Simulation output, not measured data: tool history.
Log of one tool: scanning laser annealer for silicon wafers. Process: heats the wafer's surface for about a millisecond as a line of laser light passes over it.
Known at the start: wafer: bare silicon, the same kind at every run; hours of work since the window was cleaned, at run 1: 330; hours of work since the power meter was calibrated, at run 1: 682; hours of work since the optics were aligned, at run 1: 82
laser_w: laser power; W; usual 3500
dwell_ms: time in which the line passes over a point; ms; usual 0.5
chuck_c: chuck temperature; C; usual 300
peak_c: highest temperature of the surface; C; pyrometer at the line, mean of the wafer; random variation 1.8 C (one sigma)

run   hour  laser_w  dwell_ms  chuck_c  hours of work since the window was cleaned  hours of work since the power meter was calibrated  hours of work since the optics were aligned  peak_c
  1      0     3500       0.5      300                                         330                                                 682                                           82     993
  2   22.1     3761       0.5      300                                         346                                                 698                                           99    1059
  3     42     3761       0.5      300                                         361                                                 713                                          114    1056
  4     57     3500       0.5      300                                         373                                                 724                                          125     993
  5   77.4     3500       0.5      300                                         388                                                 740                                          140     993
  6   87.3     3500       0.5      300                                         395                                                 747                                          148     990
  7  110.4     3500       0.5      300                                         413                                                 765                                          165     989
  8  120.2     3391       0.5      300                                         420                                                 772                                          172     960
  9  139.3     3391       0.5      300                                         434                                                 786                                          187     965
 10  160.3     3391     0.539      300                                         450                                                 802                                          203     989
 11  172.1     3391     0.539      300                                         459                                                 811                                          211     982
 12  187.8     3391     0.539      300                                         471                                                 823                                          223     983
 13  208.3     3500       0.5      300                                         486                                                 838                                          239     989
 14    221     3500       0.5      300                                         496                                                 848                                          248     986
 15  244.2     3532       0.5      300                                         513                                                 865                                          266     991
     250.5  -- optics aligned, line set to its width
 16  268.9     3500       0.5      300                                         528                                                 880                                           14     986
 17  288.7     3500     0.501      300                                         543                                                 895                                           29     982
     312.5  -- optics aligned, line set to its width, once more
 18  313.5     3500     0.501      300                                         558                                                 910                                            1     985
 19  328.1     3500       0.5      335                                         569                                                 921                                           12    1018
 20  344.4     3353       0.5      300                                         581                                                 933                                           24     948
 21  359.9     3353     0.596      300                                         593                                                 945                                           36     999
 22    371     3430       0.5      297                                         601                                                 953                                           44     963
     385.4  -- window over the wafer cleaned
 23  395.4     3292     0.393      275                                           7                                                 970                                           61     874
 24  409.2     3500     0.362      329                                          18                                                 980                                           71     952
 25  421.3     3151       0.5      273                                          27                                                 989                                           80     904
 26  443.3     3500     0.388      300                                          44                                                1006                                           97     945
 27  466.5     3500     0.388      300                                          61                                                1023                                          114     940
 28    488     3500     0.388      300                                          77                                                1039                                          130     939
 29  502.3     3500     0.388      300                                          88                                                1050                                          141     942
 30  512.8     2982     0.409      318                                          96                                                1058                                          149     857
 31  536.2     3500       0.5      275                                         113                                                1076                                          167     987
 32  554.6     3500       0.5      275                                         127                                                1089                                          180     985
 33  576.1     3500       0.5      338                                         143                                                1106                                          197    1046
 34  588.3     3823     0.546      284                                         152                                                1115                                          206    1106
 35    612     3015     0.492      284                                         170                                                1133                                          224     871
 36  627.6     3015     0.492      284                                         182                                                1144                                          235     869
 37  651.1     3015     0.492      284                                         200                                                1162                                          253     870
 38  663.7     2982     0.427      286                                         209                                                1171                                          262     831
 39  681.4     2982     0.427      286                                         222                                                1185                                          276     831
 40  700.7     3830     0.415      327                                         237                                                1199                                          290    1057
 41  714.3     3830     0.415      327                                         247                                                1209                                          300    1050
 42  730.3     3500      0.46      300                                         259                                                1221                                          312     978

Measured less the same run without the tool's hidden state. The same run-to-run variation is in both; the gauge's scatter may not be:
The hidden state here: light that passes the window, % of a clean one's; laser's true power over the reading, %; width of the line over the set one, %; drift of the gauge itself on peak_c, C.
run  peak_c
  1     -22
  2     -25
  3     -25
  4     -24
  5     -25
  6     -25
  7     -26
  8     -25
  9     -26
 10     -28
 11     -28
 12     -28
 13     -30
 14     -31
 15     -31
 16     -32
 17     -34
 18     -32
 19     -32
 20     -31
 21     -34
 22     -33
 23      +0
 24      +0
 25      -1
 26      -2
 27      -3
 28      -3
 29      -4
 30      -3
 31      -6
 32      -6
 33      -7
 34      -9
 35      -7
 36      -8
 37      -8
 38      -8
 39      -8
 40     -13
 41     -13
 42     -13
